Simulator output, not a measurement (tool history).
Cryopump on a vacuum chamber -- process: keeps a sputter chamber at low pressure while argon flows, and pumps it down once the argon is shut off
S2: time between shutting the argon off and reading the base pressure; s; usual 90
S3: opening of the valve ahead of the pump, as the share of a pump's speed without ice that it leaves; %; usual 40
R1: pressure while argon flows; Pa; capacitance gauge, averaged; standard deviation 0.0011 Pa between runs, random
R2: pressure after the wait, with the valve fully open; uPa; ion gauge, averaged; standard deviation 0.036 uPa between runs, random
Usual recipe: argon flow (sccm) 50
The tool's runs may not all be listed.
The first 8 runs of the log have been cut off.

{"run": 9, "day": 10.958, "argon flow (sccm)": 50, "S2": 90, "S3": 40, "R1": 0.2334, "R2": 3.47}
{"run": 10, "day": 12.442, "argon flow (sccm)": 50, "S2": 90, "S3": 40, "R1": 0.2351, "R2": 3.4}
{"run": 11, "day": 14.367, "argon flow (sccm)": 50, "S2": 90, "S3": 40, "R1": 0.238, "R2": 3.47}
{"run": 12, "day": 15.579, "argon flow (sccm)": 50, "S2": 90, "S3": 20, "R1": 0.4678, "R2": 3.5}
{"run": 13, "day": 17.1, "argon flow (sccm)": 50, "S2": 90, "S3": 40, "R1": 0.2372, "R2": 3.56}
{"run": 14, "day": 18.458, "argon flow (sccm)": 50, "S2": 90, "S3": 25, "R1": 0.3761, "R2": 3.64}
{"day": 19.383, "done": "leaking fittings of the chamber tightened, without venting"}
{"run": 15, "day": 19.679, "argon flow (sccm)": 22, "S2": 90, "S3": 40, "R1": 0.1052, "R2": 2.05}
{"run": 16, "day": 21.079, "argon flow (sccm)": 22, "S2": 90, "S3": 40, "R1": 0.1052, "R2": 2.04}
{"run": 17, "day": 22.638, "argon flow (sccm)": 22, "S2": 90, "S3": 40, "R1": 0.107, "R2": 2.03}
{"run": 18, "day": 24.208, "argon flow (sccm)": 22, "S2": 90, "S3": 40, "R1": 0.1065, "R2": 2.1}
{"run": 19, "day": 25.408, "argon flow (sccm)": 70, "S2": 79, "S3": 24, "R1": 0.5529, "R2": 2.41}
{"run": 20, "day": 26.571, "argon flow (sccm)": 49, "S2": 94, "S3": 20, "R1": 0.4653, "R2": 2.13}
{"run": 21, "day": 28.496, "argon flow (sccm)": 78, "S2": 90, "S3": 40, "R1": 0.3784, "R2": 2.18}
{"run": 22, "day": 29.496, "argon flow (sccm)": 78, "S2": 90, "S3": 40, "R1": 0.378, "R2": 2.24}
{"run": 23, "day": 31.154, "argon flow (sccm)": 41, "S2": 36, "S3": 31, "R1": 0.2561, "R2": 4.75}
{"run": 24, "day": 32.783, "argon flow (sccm)": 41, "S2": 36, "S3": 31, "R1": 0.2534, "R2": 4.82}
{"run": 25, "day": 34.358, "argon flow (sccm)": 41, "S2": 36, "S3": 31, "R1": 0.2535, "R2": 4.73}
{"run": 26, "day": 35.271, "argon flow (sccm)": 41, "S2": 113, "S3": 40, "R1": 0.199, "R2": 1.96}
{"run": 27, "day": 36.342, "argon flow (sccm)": 41, "S2": 113, "S3": 40, "R1": 0.2016, "R2": 2.0}
{"run": 28, "day": 37.967, "argon flow (sccm)": 50, "S2": 124, "S3": 36, "R1": 0.2706, "R2": 1.91}
{"run": 29, "day": 38.954, "argon flow (sccm)": 47, "S2": 298, "S3": 32, "R1": 0.285, "R2": 1.22}
{"run": 30, "day": 40.308, "argon flow (sccm)": 50, "S2": 100, "S3": 19, "R1": 0.5035, "R2": 2.25}
{"run": 31, "day": 41.162, "argon flow (sccm)": 50, "S2": 100, "S3": 19, "R1": 0.4984, "R2": 2.27}
{"run": 32, "day": 42.55, "argon flow (sccm)": 38, "S2": 33, "S3": 19, "R1": 0.3851, "R2": 5.34}
{"run": 33, "day": 43.396, "argon flow (sccm)": 22, "S2": 146, "S3": 40, "R1": 0.108, "R2": 1.81}

Here are 5 independent what-if runs from the current tool condition. What would each one return?
{"run": "A", "day": 45.162, "argon flow (sccm)": 36, "S2": 79, "S3": 20, "R1": "?", "R2": "?"}
{"run": "B", "day": 45.162, "argon flow (sccm)": 38, "S2": 90, "S3": 30, "R1": "?", "R2": "?"}
{"run": "C", "day": 45.162, "argon flow (sccm)": 47, "S2": 146, "S3": 35, "R1": "?", "R2": "?"}
{"run": "D", "day": 45.162, "argon flow (sccm)": 82, "S2": 22, "S3": 52, "R1": "?", "R2": "?"}
{"run": "E", "day": 45.162, "argon flow (sccm)": 29, "S2": 36, "S3": 40, "R1": "?", "R2": "?"}

run=A R1=0.3435 R2=2.69
run=B R1=0.2463 R2=2.53
run=C R1=0.2639 R2=1.80
run=D R1=0.3172 R2=7.82
run=E R1=0.1438 R2=4.97
Without the tool's hidden state the same runs would have given:
run=A R1=0.3319 R2=2.18
run=B R1=0.2341 R2=2.00
run=C R1=0.2487 R2=1.30
run=D R1=0.2908 R2=7.29
run=E R1=0.1344 R2=4.46

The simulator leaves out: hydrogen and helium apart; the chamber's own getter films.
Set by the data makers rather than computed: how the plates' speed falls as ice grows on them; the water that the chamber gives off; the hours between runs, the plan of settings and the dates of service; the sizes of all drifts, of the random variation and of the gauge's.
